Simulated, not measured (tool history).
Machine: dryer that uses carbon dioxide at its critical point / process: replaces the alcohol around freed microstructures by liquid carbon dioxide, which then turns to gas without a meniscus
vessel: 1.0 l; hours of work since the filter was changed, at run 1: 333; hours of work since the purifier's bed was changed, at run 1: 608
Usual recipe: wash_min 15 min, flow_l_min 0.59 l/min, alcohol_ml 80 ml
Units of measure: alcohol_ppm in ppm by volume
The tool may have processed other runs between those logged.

| run | hour | wash_min | flow_l_min | alcohol_ml | hours of work since the filter was changed | hours of work since the purifier's bed was changed | alcohol_ppm |
|---|---|---|---|---|---|---|---|
| 1 | 0 | 15 | 0.59 | 80 | 333 | 608 | 133 |
| 2 | 52.7 | 15 | 0.59 | 80 | 353 | 628 | 134 |
| 3 | 96.4 | 15 | 0.59 | 80 | 370 | 645 | 132 |
| 4 | 129.8 | 15 | 0.59 | 80 | 383 | 658 | 149 |
| 5 | 159.7 | 15 | 0.725 | 80 | 394 | 669 | 112 |
| 6 | 181.9 | 15 | 0.59 | 80 | 403 | 677 | 147 |
| 7 | 224.1 | 15 | 0.59 | 80 | 419 | 694 | 145 |
| 8 | 247.3 | 15 | 0.59 | 23 | 428 | 703 | 119 |
| 9 | 275.3 | 14 | 0.59 | 80 | 439 | 713 | 184 |
|  | 291.3 | inlet filter changed |
| 10 | 308.2 | 18 | 0.59 | 80 | 6 | 726 | 129 |
| 11 | 357.1 | 18 | 0.59 | 80 | 25 | 744 | 120 |
| 12 | 406.8 | 15 | 0.59 | 80 | 44 | 763 | 149 |
| 13 | 430.5 | 15 | 0.59 | 80 | 53 | 772 | 150 |
| 14 | 476 | 15 | 0.59 | 80 | 71 | 790 | 155 |
| 15 | 523.7 | 15 | 0.59 | 80 | 89 | 808 | 139 |
| 16 | 572.5 | 15 | 0.49 | 80 | 108 | 827 | 228 |
| 17 | 603.5 | 15 | 0.49 | 80 | 120 | 839 | 232 |
| 18 | 632.1 | 15 | 0.49 | 80 | 131 | 850 | 237 |
| 19 | 670.5 | 15 | 0.49 | 80 | 145 | 864 | 235 |
| 20 | 714.9 | 15 | 0.59 | 77 | 162 | 882 | 167 |
| 21 | 745.9 | 20 | 0.59 | 80 | 174 | 893 | 140 |
| 22 | 775.9 | 20 | 0.59 | 80 | 186 | 905 | 140 |
| 23 | 805.5 | 20 | 0.59 | 80 | 197 | 916 | 155 |
| 24 | 834.7 | 20 | 0.59 | 80 | 208 | 927 | 158 |
| 25 | 870.3 | 11 | 0.993 | 38 | 222 | 941 | 145 |
| 26 | 895.2 | 16 | 0.59 | 58 | 232 | 951 | 159 |
| 27 | 928.2 | 10 | 0.59 | 72 | 244 | 963 | 509 |
| 28 | 959.9 | 10 | 0.854 | 55 | 256 | 976 | 180 |
| 29 | 991.1 | 18 | 0.587 | 112 | 268 | 987 | 165 |
| 30 | 1022.2 | 10 | 0.683 | 61 | 280 | 999 | 299 |
| 31 | 1050.9 | 10 | 0.683 | 61 | 291 | 1010 | 294 |
| 32 | 1086.2 | 11 | 0.59 | 46 | 305 | 1024 | 303 |
| 33 | 1136.8 | 14 | 0.424 | 101 | 324 | 1043 | 705 |
| 34 | 1184.2 | 11 | 0.59 | 118 | 342 | 1062 | 541 |
| 35 | 1219.8 | 11 | 0.59 | 96 | 356 | 1075 | 478 |
| 36 | 1255.9 | 10 | 0.59 | 45 | 370 | 1089 | 426 |
| 37 | 1284 | 17 | 0.59 | 45 | 381 | 1100 | 183 |
| 38 | 1313.6 | 9 | 0.959 | 90 | 392 | 1111 | 211 |
|  | 1328.1 | purifier's bed changed |
| 39 | 1342 | 9 | 0.959 | 90 | 402 | 5 | 45 |
| 40 | 1375.1 | 15 | 0.44 | 80 | 415 | 18 | 261 |
| 41 | 1421.1 | 14 | 0.44 | 80 | 432 | 36 | 382 |
|  | 1453.4 | inlet filter changed |
| 42 | 1459.8 | 14 | 0.44 | 80 | 2 | 50 | 289 |
| 43 | 1495.8 | 14 | 0.665 | 77 | 16 | 64 | 22 |
| 44 | 1546.5 | 14 | 0.665 | 77 | 36 | 83 | 42 |
| 45 | 1590.5 | 11 | 0.585 | 112 | 53 | 100 | 322 |
| 46 | 1623.6 | 11 | 0.585 | 112 | 65 | 113 | 324 |
| 47 | 1668.7 | 12 | 0.48 | 112 | 83 | 130 | 615 |

Measured result minus the same run's result without the hidden state. Both carry the same run-to-run variation, though not necessarily the same gauge scatter:
Hidden state at play: flow that reaches the vessel past the clogged filter, %; alcohol in the recycled carbon dioxide, ppm; drift of the gauge itself on alcohol_ppm, %.
| run | alcohol_ppm |
|---|---|
| 1 | +108 |
| 2 | +109 |
| 3 | +111 |
| 4 | +120 |
| 5 | +108 |
| 6 | +120 |
| 7 | +124 |
| 8 | +116 |
| 9 | +138 |
| 10 | +110 |
| 11 | +116 |
| 12 | +120 |
| 13 | +123 |
| 14 | +126 |
| 15 | +124 |
| 16 | +139 |
| 17 | +141 |
| 18 | +145 |
| 19 | +148 |
| 20 | +141 |
| 21 | +140 |
| 22 | +137 |
| 23 | +143 |
| 24 | +138 |
| 25 | +143 |
| 26 | +149 |
| 27 | +216 |
| 28 | +158 |
| 29 | +157 |
| 30 | +188 |
| 31 | +191 |
| 32 | +190 |
| 33 | +293 |
| 34 | +269 |
| 35 | +254 |
| 36 | +233 |
| 37 | +176 |
| 38 | +188 |
| 39 | +19 |
| 40 | +87 |
| 41 | +125 |
| 42 | +21 |
| 43 | +11 |
| 44 | +14 |
| 45 | +41 |
| 46 | +46 |
| 47 | +81 |
